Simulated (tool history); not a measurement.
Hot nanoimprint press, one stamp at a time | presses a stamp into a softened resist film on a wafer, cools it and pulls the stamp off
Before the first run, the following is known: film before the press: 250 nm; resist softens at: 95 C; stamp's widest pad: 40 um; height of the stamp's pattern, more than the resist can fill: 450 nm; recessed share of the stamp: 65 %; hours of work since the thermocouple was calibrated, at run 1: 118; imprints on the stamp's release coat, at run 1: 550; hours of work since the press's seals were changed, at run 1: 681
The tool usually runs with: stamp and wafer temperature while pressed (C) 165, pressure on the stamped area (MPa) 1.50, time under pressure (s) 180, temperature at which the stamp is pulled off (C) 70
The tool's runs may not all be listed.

run     day  stamp and wafer temperature while pressed (C)  pressure on the stamped area (MPa)  time under pressure (s)  temperature at which the stamp is pulled off (C)  hours of work since the thermocouple was calibrated  imprints on the stamp's release coat  hours of work since the press's seals were changed  resist left under the stamp's widest pad (angstrom)  greatest force while the stamp is pulled off (N)
  1   0.000                                            165                                1.50                      180                                                70                                                  118                                   550                                                 681                                                 1125                                               158
  2   0.917                                            165                                1.50                      180                                                71                                                  136                                   654                                                 699                                                 1145                                               156
  3   2.038                                            165                                1.05                      180                                                71                                                  157                                   780                                                 720                                                 1366                                               159
      2.733  -- stamp cleaned and given a new release coat
  4   3.088                                            165                                1.50                      180                                                59                                                  172                                    40                                                 736                                                 1134                                               168
  5   4.321                                            165                                1.50                      180                                                59                                                  196                                   180                                                 759                                                 1154                                               165
  6   5.204                                            165                                1.50                      168                                                70                                                  213                                   280                                                 776                                                 1170                                               154
  7   5.825                                            165                                1.50                      168                                                70                                                  224                                   350                                                 788                                                 1167                                               154
  8   7.117                                            165                                1.50                      180                                                63                                                  249                                   496                                                 812                                                 1152                                               169
  9   8.238                                            165                                1.50                      180                                                63                                                  270                                   623                                                 834                                                 1167                                               172
 10   8.900                                            165                                1.50                      180                                                63                                                  283                                   698                                                 846                                                 1173                                               171
      9.121  -- plate thermocouple calibrated
 11   9.604                                            165                                1.50                      180                                                63                                                    9                                   764                                                 858                                                 1214                                               173
     10.367  -- stamp cleaned and given a new release coat
 12  10.979                                            174                                1.50                      180                                                63                                                   31                                    70                                                 879                                                  795                                               164
     11.483  -- plate thermocouple calibrated, once more
 13  12.133                                            174                                1.50                      180                                                63                                                   12                                   186                                                 899                                                  704                                               164
 14  13.308                                            174                                1.50                      180                                                63                                                   35                                   319                                                 921                                                  715                                               162
 15  14.529                                            174                                1.50                      180                                                63                                                   58                                   458                                                 944                                                  696                                               164
 16  15.767                                            160                                1.63                      110                                                70                                                   82                                   597                                                 968                                                 1571                                               158
     16.525  -- press's hydraulic seals changed and the load cell set to zero
 17  17.175                                            160                                1.63                      110                                                70                                                  102                                   719                                                  12                                                 1552                                               156
 18  17.858                                            156                                1.37                      111                                                70                                                  115                                   796                                                  25                                                 1909                                               162
     18.396  -- stamp cleaned and given a new release coat
 19  19.196                                            156                                1.37                      111                                                70                                                  136                                    91                                                  46                                                 1920                                               149
 20  20.433                                            165                                1.50                       98                                                71                                                  160                                   230                                                  70                                                 1327                                               149
 21  21.308                                            165                                1.50                      180                                                60                                                  176                                   330                                                  86                                                 1104                                               168
 22  22.388                                            165                                1.50                      180                                                60                                                  197                                   452                                                 107                                                 1111                                               171
 23  23.488                                            168                                1.68                      180                                                60                                                  218                                   576                                                 128                                                  888                                               173
 24  24.179                                            172                                1.59                      274                                                57                                                  231                                   654                                                 141                                                  647                                               178
 25  25.238                                            172                                1.59                      274                                                72                                                  251                                   774                                                 161                                                  659                                               160
     25.888  -- stamp cleaned and given a new release coat
 26  26.446                                            172                                1.59                      274                                                72                                                  270                                    64                                                 180                                                  657                                               146
 27  27.096                                            172                                1.59                      274                                                72                                                  282                                   137                                                 192                                                  658                                               146
 28  27.833                                            172                                1.59                      119                                                72                                                  296                                   221                                                 206                                                  896                                               146
 29  28.996                                            172                                1.59                      119                                                72                                                  318                                   352                                                 228                                                  899                                               152

For some of the steps in resist left under the stamp's widest pad (angstrom) from one run to the next: how much would appear even if the tool had no hidden state, given the settings, what came in and random variation, and how much remains for the hidden state plus any gauge scatter that the measured result and the result without hidden state don't share?
Unlogged tool condition in this case: true temperature over the reading, C; pressure that arrives at the usual setting, %; grip of the stamp's worn release coat, % over a new coat's; drift of the gauge itself on residual_nm, %; drift of the gauge itself on pull_off_n, %.
Run 10 -> 11: plate thermocouple calibrated. resist left under the stamp's widest pad (angstrom) +41: hidden state +48, all else -7.
Run 12 -> 13: plate thermocouple calibrated, once more. resist left under the stamp's widest pad (angstrom) -91: hidden state -76, all else -15.
Run 15 -> 16: stamp and wafer temperature while pressed (C) 174 -> 160, pressure on the stamped area (MPa) 1.50 -> 1.63, time under pressure (s) 180 -> 110, temperature at which the stamp is pulled off (C) 63 -> 70. resist left under the stamp's widest pad (angstrom) +875: hidden state +17, all else +858.
Run 19 -> 20: stamp and wafer temperature while pressed (C) 156 -> 165, pressure on the stamped area (MPa) 1.37 -> 1.50, time under pressure (s) 111 -> 98, temperature at which the stamp is pulled off (C) 70 -> 71. resist left under the stamp's widest pad (angstrom) -593: hidden state +5, all else -598.
